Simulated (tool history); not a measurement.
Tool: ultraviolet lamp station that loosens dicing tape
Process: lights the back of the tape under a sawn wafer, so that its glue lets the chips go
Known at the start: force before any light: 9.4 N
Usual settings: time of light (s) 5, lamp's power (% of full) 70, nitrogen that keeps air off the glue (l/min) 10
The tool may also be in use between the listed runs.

| run | hour | time of light (s) | lamp's power (% of full) | nitrogen that keeps air off the glue (l/min) | force that peels the tape off (N) | light that reached the tape (J/m2) |
|---|---|---|---|---|---|---|
| 1 | 0.0 | 5 | 70 | 10 | 2.556 | 3370 |
| 2 | 72.6 | 5 | 70 | 10 | 2.534 | 3330 |
| 3 | 144.7 | 5 | 70 | 10 | 2.612 | 3260 |
| 4 | 206.7 | 5 | 70 | 10 | 2.801 | 3140 |
| 5 | 239.5 | 5 | 70 | 10 | 2.640 | 3170 |
|  | 256.0 | window cleaned of glue's vapour |
| 6 | 274.4 | 5 | 70 | 10 | 2.126 | 3730 |
| 7 | 306.6 | 5 | 70 | 10 | 2.234 | 3650 |
| 8 | 338.9 | 5 | 70 | 10 | 2.163 | 3680 |
| 9 | 387.0 | 5 | 70 | 10 | 2.344 | 3590 |
| 10 | 421.6 | 6 | 93 | 13 | 0.979 | 5680 |
| 11 | 479.0 | 6 | 93 | 13 | 1.015 | 5570 |
| 12 | 533.6 | 4 | 63 | 10 | 3.574 | 2450 |
| 13 | 577.7 | 5 | 97 | 10 | 1.568 | 4690 |
| 14 | 647.4 | 5 | 88 | 16 | 1.609 | 4150 |
| 15 | 695.4 | 5 | 88 | 16 | 1.630 | 4140 |
| 16 | 747.1 | 2 | 69 | 7 | 6.152 | 1240 |
| 17 | 782.1 | 6 | 97 | 14 | 1.085 | 5280 |

Some steps in force that peels the tape off (N) between neighbouring runs. How much of each would the tool show without its hidden state too (settings, what came in, random variation), and how much is left for the hidden state, with any gauge scatter that isn't in both results?
The hidden state here: lamp's light, % of a new lamp's; light that the window lets through, % of a clean one's; drift of the gauge itself on peel_n, %; drift of the gauge itself on dose_mj_cm2, %.
Run 16 -> 17: time of light (s) 2 -> 6, lamp's power (% of full) 69 -> 97, nitrogen that keeps air off the glue (l/min) 7 -> 14. force that peels the tape off (N) -5.067: hidden state -0.703, all else -4.364.

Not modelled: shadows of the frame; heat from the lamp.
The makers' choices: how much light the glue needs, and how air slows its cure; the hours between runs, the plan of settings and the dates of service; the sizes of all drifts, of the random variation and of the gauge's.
